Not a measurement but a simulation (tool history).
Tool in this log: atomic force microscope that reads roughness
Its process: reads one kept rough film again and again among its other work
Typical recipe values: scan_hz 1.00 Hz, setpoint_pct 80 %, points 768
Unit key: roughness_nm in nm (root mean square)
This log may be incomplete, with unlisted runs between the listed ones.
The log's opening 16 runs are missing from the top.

run   hour  scan_hz  setpoint_pct  points  roughness_nm
 17  109.4     1.00            80     706         2.144
 18  118.4     2.44            57     589         2.178
 19  127.3     2.44            57     589         2.163
 20  136.7     1.60            57     353         2.161
 21  145.3     2.06            62     768         2.114
 22  149.8     2.06            62     768         2.102
     156.1  -- new tip fitted
 23  156.7     2.06            62     257         2.261
 24  164.3     2.06            62     257         2.231
 25  170.1     1.00            70     578         2.301
 26  177.3     1.00            70     401         2.265
 27  182.6     1.00            70     401         2.260
 28  190.6     1.00            69     316         2.248
 29  196.9     0.57            69     438         2.292
 30  205.4     3.99            60     347         2.092
 31  211.3     1.00            80     300         2.125
 32  218.6     3.61            60     538         2.113
 33  225.5     0.91            81     459         2.112

Here are 4 independent what-if runs from the current tool condition. What would each one return?
  A  232.1     0.91            69     557             ?
  B  232.1     0.91            88     459             ?
  C  232.1     1.22            63     914             ?
  D  232.1     1.00            72     768             ?

run  roughness_nm
  A         2.190
  B         2.066
  C         2.212
  D         2.177
With no hidden state in the tool, these same runs would have given:
run  roughness_nm
  A         2.325
  B         2.193
  C         2.348
  D         2.311

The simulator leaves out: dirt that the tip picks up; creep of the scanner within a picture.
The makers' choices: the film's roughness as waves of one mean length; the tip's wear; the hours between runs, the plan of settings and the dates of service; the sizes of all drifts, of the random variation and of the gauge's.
